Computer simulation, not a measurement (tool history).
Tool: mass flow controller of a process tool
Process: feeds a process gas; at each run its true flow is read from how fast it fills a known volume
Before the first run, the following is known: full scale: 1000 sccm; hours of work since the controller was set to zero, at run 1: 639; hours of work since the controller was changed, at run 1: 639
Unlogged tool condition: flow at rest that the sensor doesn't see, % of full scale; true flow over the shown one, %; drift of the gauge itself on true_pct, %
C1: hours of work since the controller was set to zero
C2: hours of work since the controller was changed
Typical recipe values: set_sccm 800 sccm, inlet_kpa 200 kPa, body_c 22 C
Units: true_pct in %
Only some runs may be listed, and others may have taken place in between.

{"run": 1, "day": 0.0, "set_sccm": 800, "inlet_kpa": 200, "body_c": 22, "C1": 639, "C2": 639, "true_pct": 99.27}
{"run": 2, "day": 2.642, "set_sccm": 800, "inlet_kpa": 200, "body_c": 27, "C1": 660, "C2": 660, "true_pct": 99.79}
{"run": 3, "day": 7.446, "set_sccm": 800, "inlet_kpa": 200, "body_c": 27, "C1": 699, "C2": 699, "true_pct": 99.66}
{"run": 4, "day": 11.354, "set_sccm": 800, "inlet_kpa": 214, "body_c": 27, "C1": 730, "C2": 730, "true_pct": 99.78}
{"run": 5, "day": 14.171, "set_sccm": 800, "inlet_kpa": 200, "body_c": 27, "C1": 753, "C2": 753, "true_pct": 99.77}
{"run": 6, "day": 17.467, "set_sccm": 800, "inlet_kpa": 200, "body_c": 22, "C1": 779, "C2": 779, "true_pct": 99.19}
{"run": 7, "day": 20.475, "set_sccm": 800, "inlet_kpa": 200, "body_c": 22, "C1": 803, "C2": 803, "true_pct": 99.25}
{"day": 20.767, "done": "controller's zero set anew"}
{"run": 8, "day": 25.175, "set_sccm": 800, "inlet_kpa": 200, "body_c": 22, "C1": 35, "C2": 841, "true_pct": 99.3}
{"run": 9, "day": 29.338, "set_sccm": 800, "inlet_kpa": 200, "body_c": 22, "C1": 69, "C2": 874, "true_pct": 99.36}
{"run": 10, "day": 32.779, "set_sccm": 800, "inlet_kpa": 200, "body_c": 22, "C1": 96, "C2": 902, "true_pct": 99.11}
{"run": 11, "day": 38.462, "set_sccm": 800, "inlet_kpa": 206, "body_c": 20, "C1": 142, "C2": 947, "true_pct": 98.93}
{"day": 40.758, "done": "controller's zero set anew, once more"}
{"run": 12, "day": 41.167, "set_sccm": 438, "inlet_kpa": 206, "body_c": 22, "C1": 3, "C2": 969, "true_pct": 98.33}
{"run": 13, "day": 44.625, "set_sccm": 438, "inlet_kpa": 150, "body_c": 37, "C1": 31, "C2": 996, "true_pct": 99.85}
{"run": 14, "day": 49.575, "set_sccm": 109, "inlet_kpa": 192, "body_c": 22, "C1": 71, "C2": 1036, "true_pct": 97.84}
{"run": 15, "day": 55.404, "set_sccm": 105, "inlet_kpa": 192, "body_c": 21, "C1": 117, "C2": 1083, "true_pct": 97.87}
{"run": 16, "day": 60.821, "set_sccm": 139, "inlet_kpa": 192, "body_c": 22, "C1": 161, "C2": 1126, "true_pct": 97.94}
{"run": 17, "day": 66.483, "set_sccm": 787, "inlet_kpa": 192, "body_c": 22, "C1": 206, "C2": 1172, "true_pct": 98.99}
{"run": 18, "day": 70.088, "set_sccm": 108, "inlet_kpa": 192, "body_c": 32, "C1": 235, "C2": 1200, "true_pct": 98.96}
{"run": 19, "day": 74.092, "set_sccm": 108, "inlet_kpa": 192, "body_c": 32, "C1": 267, "C2": 1233, "true_pct": 98.88}
{"run": 20, "day": 78.3, "set_sccm": 116, "inlet_kpa": 153, "body_c": 34, "C1": 301, "C2": 1266, "true_pct": 99.13}

What differs in the tool's unlogged condition from the final listed run ahead of each entry between runs to the first listed run following it?
Run 7 -> run 8: controller's zero set anew (day 20.767)
  flow at rest that the sensor doesn't see, % of full scale: 0.105 -> 0.162; true flow over the shown one, %: -0.27 -> -0.28
  measured less the result without the state, true_pct: -0.14 -> -0.08 %
Run 11 -> run 12: controller's zero set anew, once more (day 40.758)
  flow at rest that the sensor doesn't see, % of full scale: 0.174 -> 0.001
  measured less the result without the state, true_pct: -0.09 -> -0.31 %

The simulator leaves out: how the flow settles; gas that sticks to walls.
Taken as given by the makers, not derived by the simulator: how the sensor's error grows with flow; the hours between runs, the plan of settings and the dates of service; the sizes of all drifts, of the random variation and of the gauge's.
